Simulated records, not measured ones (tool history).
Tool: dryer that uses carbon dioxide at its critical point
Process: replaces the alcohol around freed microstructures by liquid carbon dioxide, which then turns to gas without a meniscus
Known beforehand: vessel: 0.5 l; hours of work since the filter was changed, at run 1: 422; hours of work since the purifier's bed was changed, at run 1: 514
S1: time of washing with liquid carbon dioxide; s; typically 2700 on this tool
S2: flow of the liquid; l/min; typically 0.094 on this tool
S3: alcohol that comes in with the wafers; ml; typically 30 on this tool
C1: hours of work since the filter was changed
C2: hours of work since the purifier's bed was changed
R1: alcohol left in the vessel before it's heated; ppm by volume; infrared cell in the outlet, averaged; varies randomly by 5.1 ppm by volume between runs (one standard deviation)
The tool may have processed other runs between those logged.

run 1 hour=0 | S1=2700 S2=0.094 S3=30 | C1=422 C2=514 | R1=227
run 2 hour=22.2 | S1=2700 S2=0.0877 S3=30 | C1=432 C2=524 | R1=270
run 3 hour=43.8 | S1=3360 S2=0.094 S3=30 | C1=442 C2=534 | R1=177
run 4 hour=64.3 | S1=3360 S2=0.094 S3=30 | C1=451 C2=544 | R1=188
run 5 hour=107.6 | S1=3360 S2=0.094 S3=30 | C1=471 C2=564 | R1=205
run 6 hour=140.1 | S1=3360 S2=0.094 S3=30 | C1=486 C2=579 | R1=179
-- hour=158.8 inlet filter changed
run 7 hour=173.2 | S1=3360 S2=0.094 S3=30 | C1=7 C2=594 | R1=201
run 8 hour=200.2 | S1=3360 S2=0.094 S3=30 | C1=19 C2=606 | R1=197
run 9 hour=234.8 | S1=3360 S2=0.094 S3=30 | C1=35 C2=622 | R1=200
run 10 hour=278.5 | S1=3360 S2=0.094 S3=30 | C1=55 C2=642 | R1=208
run 11 hour=298.1 | S1=3360 S2=0.094 S3=30 | C1=64 C2=651 | R1=223
run 12 hour=318.4 | S1=2700 S2=0.0692 S3=30 | C1=74 C2=661 | R1=569
run 13 hour=338.5 | S1=2700 S2=0.0692 S3=30 | C1=83 C2=670 | R1=588
run 14 hour=375.5 | S1=2700 S2=0.0692 S3=30 | C1=100 C2=687 | R1=602
run 15 hour=416.1 | S1=2700 S2=0.0692 S3=30 | C1=119 C2=706 | R1=609
run 16 hour=448.1 | S1=2700 S2=0.094 S3=34 | C1=133 C2=720 | R1=285
run 17 hour=466.7 | S1=2700 S2=0.094 S3=30 | C1=142 C2=729 | R1=295
run 18 hour=500.1 | S1=2700 S2=0.094 S3=30 | C1=158 C2=744 | R1=290
run 19 hour=532 | S1=3180 S2=0.087 S3=107 | C1=172 C2=759 | R1=352
run 20 hour=552.6 | S1=2700 S2=0.1178 S3=30 | C1=182 C2=769 | R1=263
run 21 hour=574.2 | S1=2700 S2=0.1178 S3=30 | C1=192 C2=779 | R1=246
run 22 hour=610 | S1=2700 S2=0.1464 S3=48 | C1=208 C2=795 | R1=260
run 23 hour=631.1 | S1=3960 S2=0.0993 S3=56 | C1=218 C2=805 | R1=268
run 24 hour=655.9 | S1=3240 S2=0.0993 S3=56 | C1=229 C2=816 | R1=268
run 25 hour=678.2 | S1=3240 S2=0.0993 S3=56 | C1=240 C2=827 | R1=278
run 26 hour=718.6 | S1=3900 S2=0.1148 S3=30 | C1=258 C2=845 | R1=262
run 27 hour=749.5 | S1=3240 S2=0.0878 S3=111 | C1=273 C2=860 | R1=391
run 28 hour=779.5 | S1=1920 S2=0.1415 S3=26 | C1=286 C2=873 | R1=292
run 29 hour=811.8 | S1=4260 S2=0.108 S3=81 | C1=301 C2=888 | R1=289
-- hour=847.3 purifier's bed changed
run 30 hour=847.3 | S1=3060 S2=0.0829 S3=48 | C1=316 C2=0 | R1=114
run 31 hour=878.8 | S1=3060 S2=0.0829 S3=48 | C1=331 C2=15 | R1=127
run 32 hour=905.8 | S1=3060 S2=0.0829 S3=48 | C1=343 C2=27 | R1=131
run 33 hour=940.4 | S1=3060 S2=0.0829 S3=48 | C1=359 C2=43 | R1=135
run 34 hour=963.3 | S1=3060 S2=0.0829 S3=48 | C1=370 C2=54 | R1=150

For some of the steps in R1 from one run to the next: how much would appear even if the tool had no hidden state, given the settings, what came in and random variation, and how much remains for the hidden state plus any gauge scatter that the measured result and the result without hidden state don't share?
Unlogged tool condition in this case: flow that reaches the vessel past the clogged filter, %; alcohol in the recycled carbon dioxide, ppm; drift of the gauge itself on alcohol_ppm, %.
Run 11 -> 12: S1 3360 -> 2700, S2 0.094 -> 0.0692. R1 +346 ppm by volume: hidden state +19, all else +327.
Run 15 -> 16: S2 0.0692 -> 0.094, S3 30 -> 34. R1 -324 ppm by volume: hidden state -23, all else -301.
Run 26 -> 27: S1 3900 -> 3240, S2 0.1148 -> 0.0878, S3 30 -> 111. R1 +129 ppm by volume: hidden state +42, all else +87.
Run 27 -> 28: S1 3240 -> 1920, S2 0.0878 -> 0.1415, S3 111 -> 26. R1 -99 ppm by volume: hidden state -33, all else -66.
Run 29 -> 30: S1 4260 -> 3060, S2 0.108 -> 0.0829, S3 81 -> 48, purifier's bed changed. R1 -175 ppm by volume: hidden state -245, all else +70.
